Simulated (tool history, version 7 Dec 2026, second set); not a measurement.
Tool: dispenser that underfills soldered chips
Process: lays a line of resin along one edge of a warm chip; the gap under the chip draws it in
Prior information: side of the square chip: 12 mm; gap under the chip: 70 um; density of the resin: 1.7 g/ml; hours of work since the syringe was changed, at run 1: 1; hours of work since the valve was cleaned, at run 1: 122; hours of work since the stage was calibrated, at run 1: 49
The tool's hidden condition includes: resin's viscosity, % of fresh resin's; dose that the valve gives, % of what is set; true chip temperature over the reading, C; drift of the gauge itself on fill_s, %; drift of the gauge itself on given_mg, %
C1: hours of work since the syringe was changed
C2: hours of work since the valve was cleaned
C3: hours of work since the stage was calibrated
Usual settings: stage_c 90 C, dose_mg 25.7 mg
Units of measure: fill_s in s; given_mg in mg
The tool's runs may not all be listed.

Run 1, hour 0: usual settings; C1 1; C2 122; C3 49. Result: fill_s 78.5 s, given_mg 24.6 mg.
At hour 6.1: new syringe of resin.
Run 2, hour 6.1: usual settings; C1 0; C2 127; C3 53. Result: fill_s 78 s, given_mg 24.45 mg.
Run 3, hour 13.2: usual settings but dose_mg 23.7 mg; C1 5; C2 132; C3 59. Result: fill_s 92.7 s, given_mg 22.52 mg.
At hour 14.4: new syringe of resin.
At hour 21.4: dispensing valve cleaned and set on the balance.
At hour 23.4: new syringe of resin.
Run 4, hour 26: usual settings but dose_mg 23.7 mg; C1 2; C2 3; C3 67. Result: fill_s 77.5 s, given_mg 23.78 mg.
At hour 31.5: new syringe of resin.
Run 5, hour 34.1: usual settings but dose_mg 30.6 mg; C1 2; C2 9; C3 73. Result: fill_s 77.7 s, given_mg 30.36 mg.
At hour 39.6: new syringe of resin.
Run 6, hour 42.9: usual settings but dose_mg 30.6 mg; C1 2; C2 15; C3 79. Result: fill_s 79.9 s, given_mg 30.4 mg.
At hour 47.4: new syringe of resin.
Run 7, hour 49.3: usual settings but dose_mg 30.6 mg; C1 1; C2 20; C3 84. Result: fill_s 74.5 s, given_mg 30.44 mg.
At hour 55.4: new syringe of resin.
Run 8, hour 58.9: usual settings but dose_mg 30.6 mg; C1 3; C2 27; C3 91. Result: fill_s 81.2 s, given_mg 30.24 mg.
At hour 63.7: new syringe of resin.
Run 9, hour 65.9: usual settings but dose_mg 30.6 mg; C1 2; C2 32; C3 96. Result: fill_s 77.8 s, given_mg 30.11 mg.
At hour 71.5: new syringe of resin.
Run 10, hour 71.5: usual settings but stage_c 81 C, dose_mg 30.6 mg; C1 0; C2 36; C3 100. Result: fill_s 103 s, given_mg 30.18 mg.
At hour 79.1: new syringe of resin.
Run 11, hour 79.2: usual settings; C1 0; C2 42; C3 106. Result: fill_s 75.6 s, given_mg 25.22 mg.
At hour 87.3: new syringe of resin.
Run 12, hour 87.6: usual settings; C1 0; C2 48; C3 112. Result: fill_s 76.3 s, given_mg 25.25 mg.
Run 13, hour 93.5: usual settings; C1 5; C2 52; C3 116. Result: fill_s 88.5 s, given_mg 25.28 mg.
At hour 95.7: new syringe of resin.
Run 14, hour 102.3: usual settings; C1 5; C2 58; C3 122. Result: fill_s 86.9 s, given_mg 25.23 mg.
At hour 104: new syringe of resin.
Run 15, hour 108.6: usual settings; C1 3; C2 63; C3 127. Result: fill_s 83.6 s, given_mg 25.08 mg.
At hour 112.6: new syringe of resin.
Run 16, hour 118.5: usual settings; C1 4; C2 70; C3 134. Result: fill_s 87.1 s, given_mg 25.18 mg.
At hour 120.5: new syringe of resin.
Run 17, hour 125.6: usual settings; C1 4; C2 75; C3 139. Result: fill_s 86.5 s, given_mg 25.18 mg.
At hour 128.7: new syringe of resin.
Run 18, hour 134.4: usual settings but stage_c 95 C; C1 4; C2 82; C3 146. Result: fill_s 71.9 s, given_mg 24.89 mg.
At hour 137.2: new syringe of resin.
At hour 145.2: new syringe of resin.
Run 19, hour 146.8: usual settings but stage_c 76 C, dose_mg 22.6 mg; C1 1; C2 90; C3 154. Result: fill_s 133.2 s, given_mg 21.9 mg.
At hour 153.9: new syringe of resin.
Run 20, hour 158.7: usual settings but stage_c 104 C, dose_mg 31 mg; C1 4; C2 99; C3 163. Result: fill_s 51 s, given_mg 29.92 mg.
At hour 161.8: new syringe of resin.
Run 21, hour 164.5: usual settings but stage_c 104 C, dose_mg 31 mg; C1 2; C2 103; C3 167. Result: fill_s 48 s, given_mg 29.93 mg.
At hour 169.8: new syringe of resin.
Run 22, hour 171.4: usual settings but stage_c 104 C, dose_mg 31 mg; C1 1; C2 108; C3 172. Result: fill_s 47 s, given_mg 29.85 mg.
At hour 177.6: new syringe of resin.
Run 23, hour 179.6: usual settings but stage_c 85 C, dose_mg 21.8 mg; C1 2; C2 114; C3 178. Result: fill_s 99 s, given_mg 21.01 mg.
At hour 185.5: new syringe of resin.
Run 24, hour 185.5: usual settings but stage_c 104 C, dose_mg 22.6 mg; C1 0; C2 118; C3 182. Result: fill_s 46.4 s, given_mg 21.75 mg.
Run 25, hour 191: usual settings but stage_c 100 C, dose_mg 25 mg; C1 4; C2 122; C3 186. Result: fill_s 60 s, given_mg 23.68 mg.
At hour 193.4: new syringe of resin.
At hour 201.4: new syringe of resin.
Run 26, hour 201.7: usual settings but stage_c 96 C, dose_mg 27.4 mg; C1 0; C2 130; C3 194. Result: fill_s 60.9 s, given_mg 26.01 mg.
At hour 209.1: new syringe of resin.
Run 27, hour 209.1: usual settings but stage_c 97 C, dose_mg 24.6 mg; C1 0; C2 135; C3 199. Result: fill_s 59 s, given_mg 23.46 mg.
At hour 212.8: dispensing valve cleaned and set on the balance.
At hour 218.3: new syringe of resin.
Run 28, hour 219.6: usual settings but stage_c 99 C, dose_mg 22.5 mg; C1 1; C2 5; C3 206. Result: fill_s 57.8 s, given_mg 22.6 mg.
At hour 226.3: new syringe of resin.
Run 29, hour 231.8: usual settings but stage_c 97 C, dose_mg 28.7 mg; C1 4; C2 14; C3 215. Result: fill_s 65.1 s, given_mg 28.62 mg.
At hour 234.1: new syringe of resin.
At hour 241.8: new syringe of resin.
Run 30, hour 241.8: usual settings but stage_c 89 C, dose_mg 29.9 mg; C1 0; C2 21; C3 222. Result: fill_s 74.8 s, given_mg 29.66 mg.
Run 31, hour 248.6: usual settings but stage_c 89 C, dose_mg 29.9 mg; C1 5; C2 26; C3 227. Result: fill_s 91.3 s, given_mg 29.51 mg.
At hour 249.5: new syringe of resin.
Run 32, hour 255.1: usual settings but stage_c 86 C, dose_mg 33 mg; C1 4; C2 31; C3 232. Result: fill_s 95.7 s, given_mg 32.67 mg.
At hour 257.9: new syringe of resin.
At hour 265.7: new syringe of resin.
Run 33, hour 266.6: usual settings but stage_c 84 C, dose_mg 31.1 mg; C1 1; C2 39; C3 240. Result: fill_s 89.6 s, given_mg 30.67 mg.

Predict each of these 5 candidate next runs independently; none follows another, all start after run 33:
Run A, hour 272.8: usual settings but stage_c 100 C, dose_mg 26.6 mg; C1 5; C2 43; C3 245. Result: fill_s ?, given_mg ?.
Run B, hour 272.8: usual settings but stage_c 89 C, dose_mg 24.8 mg; C1 5; C2 43; C3 245. Result: fill_s ?, given_mg ?.
Run C, hour 272.8: usual settings but stage_c 85 C, dose_mg 31.1 mg; C1 5; C2 43; C3 245. Result: fill_s ?, given_mg ?.
Run D, hour 272.8: usual settings but dose_mg 23.5 mg; C1 5; C2 43; C3 245. Result: fill_s ?, given_mg ?.
Run E, hour 272.8: usual settings but stage_c 84 C, dose_mg 23.3 mg; C1 5; C2 43; C3 245. Result: fill_s ?, given_mg ?.

run  fill_s  given_mg
  A    61.2     26.32
  B    92.4     24.44
  C   100.6     30.55
  D    89.1     23.21
  E   110.2     22.87
With no hidden state in the tool, these same runs would have given:
run  fill_s  given_mg
  A    53.1     26.71
  B    80.2     24.81
  C    87.6        31
  D    77.3     23.56
  E    95.7     23.21
